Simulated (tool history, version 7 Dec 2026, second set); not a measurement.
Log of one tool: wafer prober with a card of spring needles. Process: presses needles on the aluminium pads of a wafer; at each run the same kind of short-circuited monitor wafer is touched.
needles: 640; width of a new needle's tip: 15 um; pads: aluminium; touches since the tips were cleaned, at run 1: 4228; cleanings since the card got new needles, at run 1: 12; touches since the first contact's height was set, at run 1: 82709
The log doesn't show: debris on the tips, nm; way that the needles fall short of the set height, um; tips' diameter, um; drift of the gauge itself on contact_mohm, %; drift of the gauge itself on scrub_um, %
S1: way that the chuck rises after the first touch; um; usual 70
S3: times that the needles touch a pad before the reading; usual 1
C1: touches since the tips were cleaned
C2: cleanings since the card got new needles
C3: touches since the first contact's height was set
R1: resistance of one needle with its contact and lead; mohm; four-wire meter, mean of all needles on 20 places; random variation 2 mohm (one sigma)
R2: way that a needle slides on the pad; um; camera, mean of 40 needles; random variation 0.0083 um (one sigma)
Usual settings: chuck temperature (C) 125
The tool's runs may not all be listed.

{"run": 1, "hour": 0.0, "S1": 70, "chuck temperature (C)": 125, "S3": 1, "C1": 4228, "C2": 12, "C3": 82709, "R1": 218, "R2": 9.248}
{"hour": 6.8, "done": "tips cleaned on abrasive film"}
{"run": 2, "hour": 22.5, "S1": 70, "chuck temperature (C)": 125, "S3": 1, "C1": 3734, "C2": 13, "C3": 88027, "R1": 216, "R2": 9.256}
{"hour": 31.9, "done": "tips cleaned on abrasive film"}
{"run": 3, "hour": 41.5, "S1": 70, "chuck temperature (C)": 125, "S3": 1, "C1": 2265, "C2": 14, "C3": 92495, "R1": 217, "R2": 9.268}
{"hour": 51.1, "done": "height of the first contact set anew"}
{"run": 4, "hour": 54.8, "S1": 70, "chuck temperature (C)": 125, "S3": 1, "C1": 5358, "C2": 14, "C3": 882, "R1": 216, "R2": 9.251}
{"hour": 57.1, "done": "tips cleaned on abrasive film"}
{"run": 5, "hour": 70.6, "S1": 70, "chuck temperature (C)": 125, "S3": 1, "C1": 3217, "C2": 15, "C3": 4605, "R1": 215, "R2": 9.268}
{"hour": 82.2, "done": "tips cleaned on abrasive film"}
{"run": 6, "hour": 96.5, "S1": 70, "chuck temperature (C)": 125, "S3": 1, "C1": 3398, "C2": 16, "C3": 10713, "R1": 218, "R2": 9.266}
{"hour": 106.5, "done": "tips cleaned on abrasive film"}
{"run": 7, "hour": 117.0, "S1": 70, "chuck temperature (C)": 125, "S3": 1, "C1": 2487, "C2": 17, "C3": 15548, "R1": 220, "R2": 9.286}
{"hour": 129.5, "done": "tips cleaned on abrasive film"}
{"run": 8, "hour": 144.7, "S1": 70, "chuck temperature (C)": 125, "S3": 1, "C1": 3602, "C2": 18, "C3": 22100, "R1": 220, "R2": 9.312}
{"hour": 153.0, "done": "tips cleaned on abrasive film"}
{"run": 9, "hour": 157.8, "S1": 70, "chuck temperature (C)": 45, "S3": 1, "C1": 1146, "C2": 19, "C3": 25178, "R1": 199, "R2": 9.3}
{"hour": 177.8, "done": "tips cleaned on abrasive film"}
{"run": 10, "hour": 187.6, "S1": 70, "chuck temperature (C)": 45, "S3": 1, "C1": 2317, "C2": 20, "C3": 32218, "R1": 199, "R2": 9.316}
{"hour": 201.0, "done": "tips cleaned on abrasive film"}
{"run": 11, "hour": 211.1, "S1": 70, "chuck temperature (C)": 45, "S3": 1, "C1": 2407, "C2": 21, "C3": 37768, "R1": 200, "R2": 9.329}
{"hour": 225.7, "done": "tips cleaned on abrasive film"}
{"run": 12, "hour": 240.6, "S1": 70, "chuck temperature (C)": 45, "S3": 1, "C1": 3535, "C2": 22, "C3": 44728, "R1": 197, "R2": 9.329}
{"hour": 248.9, "done": "tips cleaned on abrasive film"}
{"run": 13, "hour": 267.5, "S1": 70, "chuck temperature (C)": 45, "S3": 1, "C1": 4394, "C2": 23, "C3": 51073, "R1": 200, "R2": 9.33}
{"hour": 272.8, "done": "tips cleaned on abrasive film"}
{"run": 14, "hour": 288.4, "S1": 73, "chuck temperature (C)": 125, "S3": 1, "C1": 3694, "C2": 24, "C3": 56010, "R1": 220, "R2": 9.743}
{"hour": 295.8, "done": "tips cleaned on abrasive film"}
{"run": 15, "hour": 312.4, "S1": 73, "chuck temperature (C)": 125, "S3": 1, "C1": 3935, "C2": 25, "C3": 61678, "R1": 219, "R2": 9.749}
{"hour": 319.0, "done": "tips cleaned on abrasive film"}
{"hour": 342.0, "done": "tips cleaned on abrasive film"}
{"run": 16, "hour": 342.0, "S1": 73, "chuck temperature (C)": 125, "S3": 1, "C1": 0, "C2": 27, "C3": 68644, "R1": 216, "R2": 9.772}
{"hour": 367.4, "done": "tips cleaned on abrasive film"}
{"run": 17, "hour": 370.6, "S1": 55, "chuck temperature (C)": 28, "S3": 3, "C1": 761, "C2": 28, "C3": 75396, "R1": 198, "R2": 7.373}
{"hour": 390.6, "done": "tips cleaned on abrasive film"}
{"run": 18, "hour": 401.0, "S1": 70, "chuck temperature (C)": 30, "S3": 2, "C1": 2465, "C2": 29, "C3": 82587, "R1": 197, "R2": 9.394}
{"hour": 414.1, "done": "tips cleaned on abrasive film"}
{"run": 19, "hour": 418.2, "S1": 51, "chuck temperature (C)": 57, "S3": 2, "C1": 953, "C2": 30, "C3": 86629, "R1": 204, "R2": 6.845}
{"run": 20, "hour": 430.7, "S1": 51, "chuck temperature (C)": 57, "S3": 2, "C1": 3934, "C2": 30, "C3": 89610, "R1": 209, "R2": 6.852}
{"hour": 438.4, "done": "tips cleaned on abrasive film"}
{"hour": 453.5, "done": "height of the first contact set anew"}
{"run": 21, "hour": 461.1, "S1": 51, "chuck temperature (C)": 57, "S3": 2, "C1": 5324, "C2": 31, "C3": 1818, "R1": 211, "R2": 6.864}
{"hour": 462.5, "done": "tips cleaned on abrasive film"}
{"run": 22, "hour": 477.7, "S1": 71, "chuck temperature (C)": 125, "S3": 1, "C1": 3608, "C2": 32, "C3": 5722, "R1": 216, "R2": 9.567}
{"hour": 486.4, "done": "tips cleaned on abrasive film"}
{"run": 23, "hour": 507.1, "S1": 71, "chuck temperature (C)": 125, "S3": 1, "C1": 4920, "C2": 33, "C3": 12671, "R1": 218, "R2": 9.562}
{"hour": 509.8, "done": "tips cleaned on abrasive film"}
{"run": 24, "hour": 524.0, "S1": 70, "chuck temperature (C)": 112, "S3": 2, "C1": 3367, "C2": 34, "C3": 16657, "R1": 211, "R2": 9.441}
{"hour": 533.1, "done": "tips cleaned on abrasive film"}
{"run": 25, "hour": 541.9, "S1": 70, "chuck temperature (C)": 112, "S3": 2, "C1": 2088, "C2": 35, "C3": 20863, "R1": 213, "R2": 9.449}
{"hour": 556.8, "done": "tips cleaned on abrasive film"}
{"run": 26, "hour": 557.3, "S1": 70, "chuck temperature (C)": 112, "S3": 1, "C1": 111, "C2": 36, "C3": 24488, "R1": 214, "R2": 9.452}
{"hour": 580.9, "done": "tips cleaned on abrasive film"}
{"run": 27, "hour": 587.3, "S1": 70, "chuck temperature (C)": 125, "S3": 1, "C1": 1497, "C2": 37, "C3": 31574, "R1": 218, "R2": 9.464}
{"hour": 605.3, "done": "tips cleaned on abrasive film"}
{"run": 28, "hour": 608.5, "S1": 70, "chuck temperature (C)": 116, "S3": 3, "C1": 762, "C2": 38, "C3": 36586, "R1": 216, "R2": 9.47}
{"run": 29, "hour": 622.1, "S1": 70, "chuck temperature (C)": 116, "S3": 2, "C1": 3986, "C2": 38, "C3": 39810, "R1": 220, "R2": 9.478}
{"hour": 629.1, "done": "tips cleaned on abrasive film"}
{"run": 30, "hour": 640.7, "S1": 85, "chuck temperature (C)": 38, "S3": 2, "C1": 2743, "C2": 39, "C3": 44183, "R1": 197, "R2": 11.519}

The next listed run, before its measurement:
{"hour": 652.9, "done": "tips cleaned on abrasive film"}
{"run": 31, "hour": 654.0, "S1": 85, "chuck temperature (C)": 38, "S3": 2, "C1": 242, "C2": 40, "C3": 47314, "R1": "?", "R2": "?"}

R1: 198 mohm
R2: 11.542 um
Without the tool's hidden state the same run would have given R1 198 mohm, R2 11.244 um.

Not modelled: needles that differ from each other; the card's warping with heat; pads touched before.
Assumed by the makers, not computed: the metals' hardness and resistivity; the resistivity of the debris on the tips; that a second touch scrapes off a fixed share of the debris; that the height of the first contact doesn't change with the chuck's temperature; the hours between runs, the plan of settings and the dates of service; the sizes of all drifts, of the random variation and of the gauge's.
